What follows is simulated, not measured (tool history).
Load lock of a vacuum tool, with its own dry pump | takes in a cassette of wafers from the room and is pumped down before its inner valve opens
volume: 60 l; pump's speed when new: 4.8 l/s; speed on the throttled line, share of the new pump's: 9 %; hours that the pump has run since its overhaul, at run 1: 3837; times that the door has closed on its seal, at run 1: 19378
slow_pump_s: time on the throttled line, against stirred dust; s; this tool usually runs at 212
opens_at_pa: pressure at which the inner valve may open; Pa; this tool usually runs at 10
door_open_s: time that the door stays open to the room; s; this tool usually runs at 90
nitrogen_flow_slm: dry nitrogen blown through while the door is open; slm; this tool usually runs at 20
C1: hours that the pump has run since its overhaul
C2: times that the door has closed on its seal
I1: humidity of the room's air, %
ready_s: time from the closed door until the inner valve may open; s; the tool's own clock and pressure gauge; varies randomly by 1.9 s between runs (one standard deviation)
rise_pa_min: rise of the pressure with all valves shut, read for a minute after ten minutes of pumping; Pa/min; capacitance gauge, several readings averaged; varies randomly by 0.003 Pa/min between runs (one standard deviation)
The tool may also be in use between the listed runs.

run 1 day=0.000 | slow_pump_s=212 opens_at_pa=10 door_open_s=90 nitrogen_flow_slm=20 | C1=3837 C2=19378 | I1=46.2 | ready_s=320.0 rise_pa_min=0.106
run 2 day=5.588 | slow_pump_s=212 opens_at_pa=10 door_open_s=90 nitrogen_flow_slm=20 | C1=3971 C2=19809 | I1=44.9 | ready_s=314.3 rise_pa_min=0.105
run 3 day=11.542 | slow_pump_s=212 opens_at_pa=10 door_open_s=90 nitrogen_flow_slm=20 | C1=4114 C2=20268 | I1=45.5 | ready_s=318.4 rise_pa_min=0.117
run 4 day=16.171 | slow_pump_s=212 opens_at_pa=10 door_open_s=90 nitrogen_flow_slm=20 | C1=4225 C2=20625 | I1=45.9 | ready_s=314.3 rise_pa_min=0.109
run 5 day=25.204 | slow_pump_s=212 opens_at_pa=10 door_open_s=90 nitrogen_flow_slm=20 | C1=4442 C2=21322 | I1=43.4 | ready_s=316.5 rise_pa_min=0.108
run 6 day=33.996 | slow_pump_s=212 opens_at_pa=10 door_open_s=36 nitrogen_flow_slm=20 | C1=4653 C2=22000 | I1=43.6 | ready_s=314.9 rise_pa_min=0.113
run 7 day=39.992 | slow_pump_s=212 opens_at_pa=10 door_open_s=36 nitrogen_flow_slm=33 | C1=4797 C2=22462 | I1=48.0 | ready_s=316.7 rise_pa_min=0.106
run 8 day=44.033 | slow_pump_s=212 opens_at_pa=10 door_open_s=90 nitrogen_flow_slm=10 | C1=4894 C2=22774 | I1=44.9 | ready_s=318.2 rise_pa_min=0.134
run 9 day=48.425 | slow_pump_s=212 opens_at_pa=10 door_open_s=90 nitrogen_flow_slm=10 | C1=4999 C2=23112 | I1=43.8 | ready_s=316.7 rise_pa_min=0.135
run 10 day=52.567 | slow_pump_s=212 opens_at_pa=10 door_open_s=90 nitrogen_flow_slm=21 | C1=5098 C2=23431 | I1=47.4 | ready_s=315.3 rise_pa_min=0.133
run 11 day=60.796 | slow_pump_s=212 opens_at_pa=10 door_open_s=30 nitrogen_flow_slm=20 | C1=5296 C2=24066 | I1=47.6 | ready_s=320.1 rise_pa_min=0.124
run 12 day=69.067 | slow_pump_s=212 opens_at_pa=10 door_open_s=46 nitrogen_flow_slm=20 | C1=5494 C2=24704 | I1=44.0 | ready_s=315.0 rise_pa_min=0.131
run 13 day=74.162 | slow_pump_s=212 opens_at_pa=10 door_open_s=46 nitrogen_flow_slm=20 | C1=5617 C2=25097 | I1=45.8 | ready_s=314.8 rise_pa_min=0.130
run 14 day=81.350 | slow_pump_s=212 opens_at_pa=10 door_open_s=46 nitrogen_flow_slm=20 | C1=5789 C2=25651 | I1=43.1 | ready_s=320.2 rise_pa_min=0.140
run 15 day=90.712 | slow_pump_s=212 opens_at_pa=10 door_open_s=46 nitrogen_flow_slm=20 | C1=6014 C2=26373 | I1=43.7 | ready_s=320.8 rise_pa_min=0.144
run 16 day=96.938 | slow_pump_s=212 opens_at_pa=10 door_open_s=46 nitrogen_flow_slm=20 | C1=6163 C2=26853 | I1=42.4 | ready_s=319.1 rise_pa_min=0.150
run 17 day=106.054 | slow_pump_s=212 opens_at_pa=10 door_open_s=46 nitrogen_flow_slm=20 | C1=6382 C2=27556 | I1=46.0 | ready_s=320.8 rise_pa_min=0.154
run 18 day=115.304 | slow_pump_s=212 opens_at_pa=10 door_open_s=90 nitrogen_flow_slm=20 | C1=6604 C2=28269 | I1=45.3 | ready_s=321.4 rise_pa_min=0.159
run 19 day=121.471 | slow_pump_s=387 opens_at_pa=17 door_open_s=33 nitrogen_flow_slm=33 | C1=6752 C2=28744 | I1=48.1 | ready_s=469.8 rise_pa_min=0.153
run 20 day=126.875 | slow_pump_s=387 opens_at_pa=17 door_open_s=33 nitrogen_flow_slm=33 | C1=6882 C2=29161 | I1=48.4 | ready_s=469.8 rise_pa_min=0.153
run 21 day=132.438 | slow_pump_s=281 opens_at_pa=10 door_open_s=177 nitrogen_flow_slm=20 | C1=7015 C2=29590 | I1=42.8 | ready_s=381.5 rise_pa_min=0.174
run 22 day=136.612 | slow_pump_s=281 opens_at_pa=10 door_open_s=177 nitrogen_flow_slm=20 | C1=7115 C2=29912 | I1=46.1 | ready_s=389.4 rise_pa_min=0.181
run 23 day=143.488 | slow_pump_s=212 opens_at_pa=16 door_open_s=62 nitrogen_flow_slm=43 | C1=7280 C2=30442 | I1=41.4 | ready_s=314.1 rise_pa_min=0.169
run 24 day=147.725 | slow_pump_s=212 opens_at_pa=16 door_open_s=62 nitrogen_flow_slm=43 | C1=7382 C2=30769 | I1=47.9 | ready_s=312.6 rise_pa_min=0.169
run 25 day=154.746 | slow_pump_s=301 opens_at_pa=16 door_open_s=62 nitrogen_flow_slm=16 | C1=7551 C2=31310 | I1=44.1 | ready_s=391.8 rise_pa_min=0.180
run 26 day=159.708 | slow_pump_s=301 opens_at_pa=16 door_open_s=62 nitrogen_flow_slm=16 | C1=7670 C2=31693 | I1=47.4 | ready_s=400.0 rise_pa_min=0.188
run 27 day=169.067 | slow_pump_s=301 opens_at_pa=16 door_open_s=62 nitrogen_flow_slm=16 | C1=7894 C2=32414 | I1=45.9 | ready_s=393.9 rise_pa_min=0.187
run 28 day=175.071 | slow_pump_s=212 opens_at_pa=10 door_open_s=43 nitrogen_flow_slm=7 | C1=8038 C2=32877 | I1=45.0 | ready_s=319.5 rise_pa_min=0.200
run 29 day=182.300 | slow_pump_s=282 opens_at_pa=19 door_open_s=145 nitrogen_flow_slm=5 | C1=8212 C2=33435 | I1=51.1 | ready_s=376.0 rise_pa_min=0.230
run 30 day=190.008 | slow_pump_s=282 opens_at_pa=19 door_open_s=145 nitrogen_flow_slm=5 | C1=8397 C2=34029 | I1=45.7 | ready_s=381.8 rise_pa_min=0.235
run 31 day=196.875 | slow_pump_s=282 opens_at_pa=19 door_open_s=91 nitrogen_flow_slm=12 | C1=8562 C2=34558 | I1=44.1 | ready_s=376.1 rise_pa_min=0.219
run 32 day=203.733 | slow_pump_s=282 opens_at_pa=19 door_open_s=91 nitrogen_flow_slm=12 | C1=8726 C2=35087 | I1=45.4 | ready_s=377.9 rise_pa_min=0.214
run 33 day=212.817 | slow_pump_s=118 opens_at_pa=10 door_open_s=110 nitrogen_flow_slm=26 | C1=8944 C2=35788 | I1=44.3 | ready_s=244.4 rise_pa_min=0.218
run 34 day=218.350 | slow_pump_s=391 opens_at_pa=10 door_open_s=90 nitrogen_flow_slm=10 | C1=9077 C2=36214 | I1=47.8 | ready_s=485.2 rise_pa_min=0.234
run 35 day=226.454 | slow_pump_s=212 opens_at_pa=10 door_open_s=90 nitrogen_flow_slm=20 | C1=9272 C2=36839 | I1=43.4 | ready_s=324.0 rise_pa_min=0.221
run 36 day=231.279 | slow_pump_s=212 opens_at_pa=10 door_open_s=90 nitrogen_flow_slm=20 | C1=9387 C2=37211 | I1=46.2 | ready_s=321.5 rise_pa_min=0.224

Predict each of these 5 candidate next runs independently; none follows another, all start after run 36:
run A day=238.450 | slow_pump_s=212 opens_at_pa=10 door_open_s=62 nitrogen_flow_slm=11 | C1=9560 C2=37764 | I1=46.3 | ready_s=? rise_pa_min=?
run B day=238.450 | slow_pump_s=204 opens_at_pa=10 door_open_s=168 nitrogen_flow_slm=20 | C1=9560 C2=37764 | I1=44.5 | ready_s=? rise_pa_min=?
run C day=238.450 | slow_pump_s=174 opens_at_pa=10 door_open_s=33 nitrogen_flow_slm=13 | C1=9560 C2=37764 | I1=42.6 | ready_s=? rise_pa_min=?
run D day=238.450 | slow_pump_s=212 opens_at_pa=8 door_open_s=113 nitrogen_flow_slm=20 | C1=9560 C2=37764 | I1=48.7 | ready_s=? rise_pa_min=?
run E day=238.450 | slow_pump_s=212 opens_at_pa=10 door_open_s=225 nitrogen_flow_slm=8 | C1=9560 C2=37764 | I1=44.2 | ready_s=? rise_pa_min=?

run=A ready_s=325.5 rise_pa_min=0.242
run=B ready_s=318.1 rise_pa_min=0.242
run=C ready_s=289.3 rise_pa_min=0.221
run=D ready_s=331.7 rise_pa_min=0.235
run=E ready_s=327.8 rise_pa_min=0.255
Stripped of hidden state, with their random variation kept, the same runs would have yielded:
run=A ready_s=308.1 rise_pa_min=0.038
run=B ready_s=300.6 rise_pa_min=0.037
run=C ready_s=271.4 rise_pa_min=0.020
run=D ready_s=313.6 rise_pa_min=0.034
run=E ready_s=310.3 rise_pa_min=0.053
